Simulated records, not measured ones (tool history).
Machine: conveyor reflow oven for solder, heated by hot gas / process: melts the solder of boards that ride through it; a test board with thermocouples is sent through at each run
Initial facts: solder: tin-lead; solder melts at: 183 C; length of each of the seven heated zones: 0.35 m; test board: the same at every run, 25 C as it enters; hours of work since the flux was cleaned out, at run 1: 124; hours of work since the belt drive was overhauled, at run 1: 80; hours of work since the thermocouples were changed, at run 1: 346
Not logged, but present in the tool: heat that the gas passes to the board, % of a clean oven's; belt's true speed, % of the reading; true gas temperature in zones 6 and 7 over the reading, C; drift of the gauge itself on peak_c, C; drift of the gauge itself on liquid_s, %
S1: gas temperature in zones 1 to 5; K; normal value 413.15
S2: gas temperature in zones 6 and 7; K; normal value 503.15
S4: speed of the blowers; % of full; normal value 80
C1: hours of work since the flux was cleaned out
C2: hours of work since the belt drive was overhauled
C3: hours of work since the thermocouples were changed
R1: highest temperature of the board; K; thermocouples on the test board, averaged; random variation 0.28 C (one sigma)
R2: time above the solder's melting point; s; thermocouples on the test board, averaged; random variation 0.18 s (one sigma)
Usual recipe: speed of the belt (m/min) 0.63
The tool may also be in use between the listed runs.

run 1 hour=0 | S1=413.15 S2=503.15 speed_of_the_belt_(m/min)=0.63 S4=80 | C1=124 C2=80 C3=346 | R1=485.55 R2=47
run 2 hour=18.8 | S1=413.15 S2=503.15 speed_of_the_belt_(m/min)=0.63 S4=80 | C1=134 C2=91 C3=357 | R1=485.45 R2=47
run 3 hour=29 | S1=413.15 S2=503.15 speed_of_the_belt_(m/min)=0.63 S4=63 | C1=140 C2=97 C3=363 | R1=480.85 R2=41.5
run 4 hour=39 | S1=413.15 S2=503.15 speed_of_the_belt_(m/min)=0.63 S4=81 | C1=146 C2=102 C3=368 | R1=485.65 R2=47.2
run 5 hour=51 | S1=413.15 S2=503.15 speed_of_the_belt_(m/min)=0.63 S4=80 | C1=153 C2=109 C3=375 | R1=485.55 R2=46.8
run 6 hour=70.2 | S1=413.15 S2=503.15 speed_of_the_belt_(m/min)=0.63 S4=80 | C1=164 C2=120 C3=386 | R1=485.25 R2=46.7
run 7 hour=87.6 | S1=413.15 S2=503.15 speed_of_the_belt_(m/min)=0.63 S4=80 | C1=173 C2=130 C3=396 | R1=484.95 R2=46.7
run 8 hour=105 | S1=413.15 S2=503.15 speed_of_the_belt_(m/min)=0.63 S4=82 | C1=183 C2=140 C3=406 | R1=485.95 R2=47.1
run 9 hour=125.3 | S1=413.15 S2=503.15 speed_of_the_belt_(m/min)=0.63 S4=82 | C1=195 C2=151 C3=417 | R1=485.95 R2=46.9
run 10 hour=134.1 | S1=417.15 S2=503.15 speed_of_the_belt_(m/min)=0.63 S4=71 | C1=200 C2=156 C3=422 | R1=483.95 R2=46.2
-- hour=139.8 belt drive overhauled, speed set with a stopwatch
run 11 hour=147.3 | S1=417.15 S2=503.15 speed_of_the_belt_(m/min)=0.63 S4=71 | C1=205 C2=4 C3=428 | R1=483.55 R2=46.3
run 12 hour=157.3 | S1=415.15 S2=503.15 speed_of_the_belt_(m/min)=0.63 S4=80 | C1=211 C2=10 C3=433 | R1=485.25 R2=47.3
run 13 hour=171.8 | S1=415.15 S2=503.15 speed_of_the_belt_(m/min)=0.63 S4=80 | C1=219 C2=18 C3=442 | R1=485.15 R2=47.6
run 14 hour=184.5 | S1=413.15 S2=497.15 speed_of_the_belt_(m/min)=0.63 S4=58 | C1=226 C2=25 C3=449 | R1=473.55 R2=33.9
-- hour=195.8 belt drive overhauled, speed set with a stopwatch, once more
run 15 hour=204.3 | S1=413.15 S2=497.15 speed_of_the_belt_(m/min)=0.63 S4=58 | C1=235 C2=5 C3=458 | R1=474.45 R2=33.7
run 16 hour=219.6 | S1=410.15 S2=497.15 speed_of_the_belt_(m/min)=0.618 S4=50 | C1=244 C2=13 C3=466 | R1=469.95 R2=28.3
run 17 hour=240.2 | S1=425.15 S2=500.15 speed_of_the_belt_(m/min)=0.618 S4=50 | C1=256 C2=25 C3=478 | R1=476.45 R2=41.8
run 18 hour=255.5 | S1=417.15 S2=497.15 speed_of_the_belt_(m/min)=0.52 S4=67 | C1=264 C2=34 C3=487 | R1=482.55 R2=56.8

Predict each of these 4 candidate next runs independently; none follows another, all start after run 18:
run A hour=264.7 | S1=402.15 S2=503.15 speed_of_the_belt_(m/min)=0.524 S4=80 | C1=269 C2=39 C3=492 | R1=? R2=?
run B hour=264.7 | S1=417.15 S2=501.15 speed_of_the_belt_(m/min)=0.52 S4=67 | C1=269 C2=39 C3=492 | R1=? R2=?
run C hour=264.7 | S1=398.15 S2=515.15 speed_of_the_belt_(m/min)=0.52 S4=76 | C1=269 C2=39 C3=492 | R1=? R2=?
run D hour=264.7 | S1=410.15 S2=503.15 speed_of_the_belt_(m/min)=0.754 S4=77 | C1=269 C2=39 C3=492 | R1=? R2=?

run=A R1=488.25 R2=56.4
run=B R1=486.15 R2=59.9
run=C R1=497.95 R2=62
run=D R1=476.75 R2=30.2
With the hidden condition removed and each run's random variation left untouched, the same runs would have given:
run=A R1=490.95 R2=58.8
run=B R1=488.55 R2=62.1
run=C R1=500.85 R2=63.9
run=D R1=479.75 R2=33.1
